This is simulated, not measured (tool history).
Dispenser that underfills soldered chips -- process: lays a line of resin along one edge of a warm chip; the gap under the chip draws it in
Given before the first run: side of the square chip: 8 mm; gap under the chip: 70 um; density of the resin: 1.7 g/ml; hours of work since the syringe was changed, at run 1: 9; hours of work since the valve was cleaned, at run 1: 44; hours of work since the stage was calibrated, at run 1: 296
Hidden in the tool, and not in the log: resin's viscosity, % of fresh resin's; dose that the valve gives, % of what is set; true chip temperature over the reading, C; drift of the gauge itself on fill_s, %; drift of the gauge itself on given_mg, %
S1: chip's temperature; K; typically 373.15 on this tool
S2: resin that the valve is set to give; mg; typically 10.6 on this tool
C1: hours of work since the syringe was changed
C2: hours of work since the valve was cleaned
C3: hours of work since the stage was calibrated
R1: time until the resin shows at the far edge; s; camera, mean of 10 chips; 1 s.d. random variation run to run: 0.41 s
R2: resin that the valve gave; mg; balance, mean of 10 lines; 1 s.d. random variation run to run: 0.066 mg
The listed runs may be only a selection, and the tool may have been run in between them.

run 1 hour=0 | S1=373.15 S2=10.6 | C1=9 C2=44 C3=296 | R1=36.7 R2=10.3
-- hour=4.6 new syringe of resin
run 2 hour=6.4 | S1=373.15 S2=10.6 | C1=1 C2=48 C3=300 | R1=29 R2=10.6
run 3 hour=16.1 | S1=373.15 S2=10.6 | C1=8 C2=55 C3=307 | R1=36.3 R2=10.33
-- hour=22.5 new syringe of resin
run 4 hour=26.8 | S1=373.15 S2=10.6 | C1=3 C2=62 C3=314 | R1=30.5 R2=10.3
run 5 hour=36.6 | S1=373.15 S2=10.6 | C1=10 C2=69 C3=321 | R1=39.4 R2=10.44
-- hour=39.7 new syringe of resin
run 6 hour=43.3 | S1=373.15 S2=10.6 | C1=2 C2=73 C3=325 | R1=29.6 R2=10.38
run 7 hour=53 | S1=373.15 S2=10.6 | C1=9 C2=80 C3=332 | R1=36.6 R2=10.29
-- hour=57.6 new syringe of resin
run 8 hour=64.7 | S1=373.15 S2=9.7 | C1=5 C2=88 C3=340 | R1=32 R2=9.36
run 9 hour=71.8 | S1=373.15 S2=10.6 | C1=10 C2=93 C3=345 | R1=37.3 R2=10.25
-- hour=74.7 new syringe of resin
run 10 hour=79.9 | S1=373.15 S2=10.6 | C1=4 C2=99 C3=351 | R1=31 R2=10.33
run 11 hour=87.1 | S1=373.15 S2=10.6 | C1=9 C2=104 C3=356 | R1=37.2 R2=10.1
-- hour=92.1 new syringe of resin
-- hour=94.6 dispensing valve cleaned and set on the balance
run 12 hour=100 | S1=373.15 S2=10.6 | C1=5 C2=4 C3=364 | R1=32 R2=10.51
run 13 hour=108.9 | S1=373.15 S2=10.6 | C1=11 C2=10 C3=370 | R1=39.2 R2=10.55
-- hour=110.3 new syringe of resin
run 14 hour=116.5 | S1=359.15 S2=13.2 | C1=4 C2=15 C3=375 | R1=56 R2=13.13
run 15 hour=123.4 | S1=366.15 S2=10.1 | C1=9 C2=20 C3=380 | R1=51.2 R2=10.03
-- hour=127.4 new syringe of resin
run 16 hour=131.7 | S1=371.15 S2=13 | C1=3 C2=25 C3=386 | R1=31.6 R2=12.86
run 17 hour=139.5 | S1=372.15 S2=12.3 | C1=8 C2=31 C3=391 | R1=37.4 R2=12.2
-- hour=144.9 new syringe of resin
run 18 hour=148.5 | S1=371.15 S2=10.9 | C1=3 C2=37 C3=397 | R1=32 R2=10.77
run 19 hour=156.5 | S1=371.15 S2=10.9 | C1=8 C2=43 C3=403 | R1=38 R2=10.67
-- hour=162.6 new syringe of resin
run 20 hour=167.2 | S1=387.15 S2=11.1 | C1=3 C2=50 C3=410 | R1=16.5 R2=10.95
run 21 hour=177 | S1=377.15 S2=9.4 | C1=10 C2=57 C3=417 | R1=33.5 R2=9.24
-- hour=179.9 new syringe of resin
run 22 hour=185.1 | S1=378.15 S2=11.6 | C1=4 C2=62 C3=422 | R1=24.9 R2=11.39
run 23 hour=191.3 | S1=378.15 S2=11.6 | C1=8 C2=67 C3=427 | R1=28.9 R2=11.28
-- hour=197.1 new syringe of resin
run 24 hour=202.6 | S1=373.15 S2=13.4 | C1=4 C2=74 C3=434 | R1=29.3 R2=12.99
run 25 hour=211.4 | S1=377.15 S2=10.6 | C1=10 C2=80 C3=440 | R1=32.5 R2=10.24
-- hour=214.4 new syringe of resin
run 26 hour=219.5 | S1=362.15 S2=10.7 | C1=4 C2=86 C3=446 | R1=48.7 R2=10.29

Forecast each of these 5 alternatives for the next run:
run A hour=228.4 | S1=370.15 S2=10.6 | C1=10 C2=92 C3=452 | R1=? R2=?
run B hour=228.4 | S1=380.15 S2=11.1 | C1=10 C2=92 C3=452 | R1=? R2=?
run C hour=228.4 | S1=362.15 S2=10.4 | C1=10 C2=92 C3=452 | R1=? R2=?
run D hour=228.4 | S1=375.15 S2=13.3 | C1=10 C2=92 C3=452 | R1=? R2=?
run E hour=228.4 | S1=362.15 S2=10.5 | C1=10 C2=92 C3=452 | R1=? R2=?

run=A R1=42.9 R2=10.19
run=B R1=27.9 R2=10.58
run=C R1=60.6 R2=10.12
run=D R1=33.7 R2=12.78
run=E R1=59.9 R2=10.15
Stripped of hidden state, with their random variation kept, the same runs would have yielded:
run=A R1=31.2 R2=10.57
run=B R1=20.2 R2=10.97
run=C R1=44.2 R2=10.48
run=D R1=24.7 R2=13.25
run=E R1=43.7 R2=10.52

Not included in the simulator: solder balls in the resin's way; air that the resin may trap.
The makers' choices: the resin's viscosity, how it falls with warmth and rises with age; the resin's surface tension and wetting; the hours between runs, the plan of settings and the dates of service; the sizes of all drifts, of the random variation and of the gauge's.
